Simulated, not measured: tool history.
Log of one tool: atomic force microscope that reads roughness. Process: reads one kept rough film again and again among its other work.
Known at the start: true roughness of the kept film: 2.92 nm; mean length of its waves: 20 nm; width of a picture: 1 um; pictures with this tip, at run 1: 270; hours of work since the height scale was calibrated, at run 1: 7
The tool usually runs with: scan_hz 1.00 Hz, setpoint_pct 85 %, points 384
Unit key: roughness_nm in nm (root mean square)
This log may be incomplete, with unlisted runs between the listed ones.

run	hour	scan_hz	setpoint_pct	points	pictures with this tip	hours of work since the height scale was calibrated	roughness_nm
1	0.0	1.00	85	384	270	7	1.740
2	13.3	1.00	85	384	279	13	1.729
3	20.3	1.00	85	384	284	16	1.714
4	34.9	1.00	85	384	293	22	1.703
5	46.8	1.00	85	1016	301	27	1.732
6	53.5	1.00	85	467	306	30	1.695
7	61.7	1.00	85	467	311	33	1.685
8	69.7	1.00	85	467	317	37	1.684
9	76.6	1.00	64	900	321	40	1.736
10	83.0	1.00	64	900	325	42	1.728
11	89.6	1.30	85	450	330	45	1.629
12	95.8	0.52	85	416	334	48	1.702
13	108.6	0.52	85	416	342	53	1.686
14	116.4	0.52	85	416	348	56	1.670
15	131.4	1.00	68	271	358	63	1.641

4 ways to go on from here, each from the tool as it stands after run 15. What would each give?
A	143.6	2.18	74	260	366	68	?
B	143.6	1.00	55	787	366	68	?
C	143.6	1.75	74	426	366	68	?
D	143.6	1.48	85	384	366	68	?

run	roughness_nm
A	1.554
B	1.695
C	1.604
D	1.568
What these runs would have given with no unlogged condition in the tool:
run	roughness_nm
A	2.307
B	2.514
C	2.381
D	2.324
